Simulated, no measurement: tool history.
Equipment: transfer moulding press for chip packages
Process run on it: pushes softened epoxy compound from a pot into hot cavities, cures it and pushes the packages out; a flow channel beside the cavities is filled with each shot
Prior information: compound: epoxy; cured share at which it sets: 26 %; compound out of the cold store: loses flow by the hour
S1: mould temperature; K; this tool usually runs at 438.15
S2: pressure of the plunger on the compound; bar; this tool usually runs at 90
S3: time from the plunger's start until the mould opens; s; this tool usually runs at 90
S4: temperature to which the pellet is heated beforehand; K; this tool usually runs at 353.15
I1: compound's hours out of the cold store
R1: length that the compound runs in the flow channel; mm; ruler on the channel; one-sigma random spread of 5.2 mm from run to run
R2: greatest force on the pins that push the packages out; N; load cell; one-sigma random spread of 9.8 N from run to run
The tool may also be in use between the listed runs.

run   hour      S1     S2   S3      S4    I1   R1   R2
  1      0  438.15     90   90  353.15  38.8  768  760
       9.6  -- cavities cleaned with cleaning compound and waxed
  2   31.6  438.15     90   90  353.15  46.4  723  562
  3   51.6  438.15    103   90  353.15  30.5  855  635
  4   85.3  438.15     90   90  353.15   9.4  913  728
     115.2  -- cavities cleaned with cleaning compound and waxed
  5  131.4  438.15     90   90  353.15  29.8  790  547
  6  165.4  438.15   79.9   90  353.15  13.6  825  697
  7  194.6  438.15   79.9   90  353.15  34.3  715  696
     222.6  -- cavities cleaned with cleaning compound and waxed
  8  242.5  438.15   76.7   90  353.15  19.3  761  577
  9  266.5  438.15   76.7   90  353.15  43.9  642  627
 10  300.7  438.15  106.9   90  353.15    42  766  679
     328.6  -- cavities cleaned with cleaning compound and waxed
 11  350.1  438.15   73.5   90  355.15  47.5  606  529
 12  377.9  431.15   93.1  105  348.15   9.6  890  811
       408  -- plunger's sealing rings changed
 13  414.4  431.15   93.1  105  348.15  37.6  852  776
     435.4  -- cavities cleaned with cleaning compound and waxed
 14  457.9  441.15   81.8  114  350.15  11.9  891  467
 15  486.1  441.15   81.8  114  350.15  37.1  753  566
 16  513.5  441.15   81.8  114  350.15  44.4  715  596
     541.1  -- cavities cleaned with cleaning compound and waxed
 17  553.5  440.15   93.2   85  353.15  42.1  759  471
 18  600.9  438.15   96.3   93  354.15  20.4  893  642
 19  630.8  438.15  104.4   90  361.15  29.4  874  702
     648.1  -- cavities cleaned with cleaning compound and waxed
 20  652.9  446.15     90   79  360.15  41.8  718  415

A few steps of R1 between consecutive runs. Split each: what settings, incoming material and random variation would produce without the hidden state, and what is left over for the hidden state, along with gauge scatter present in only one of the two compared results (measured, and without hidden state):
Hidden state at play: true mould temperature over the reading, C; pressure that reaches the compound, % of what is set; grip of the stained cavities, % over clean ones'; drift of the gauge itself on flow_mm, %; drift of the gauge itself on push_out_n, %.
Run 10 -> 11: S2 106.9 -> 73.5, S4 353.15 -> 355.15, cavities cleaned with cleaning compound and waxed. R1 -160 mm: hidden state +12, all else -172.
Run 11 -> 12: S1 438.15 -> 431.15, S2 73.5 -> 93.1, S3 90 -> 105, S4 355.15 -> 348.15. R1 +284 mm: hidden state -50, all else +334.
Run 12 -> 13: plunger's sealing rings changed. R1 -38 mm: hidden state +134, all else -172.
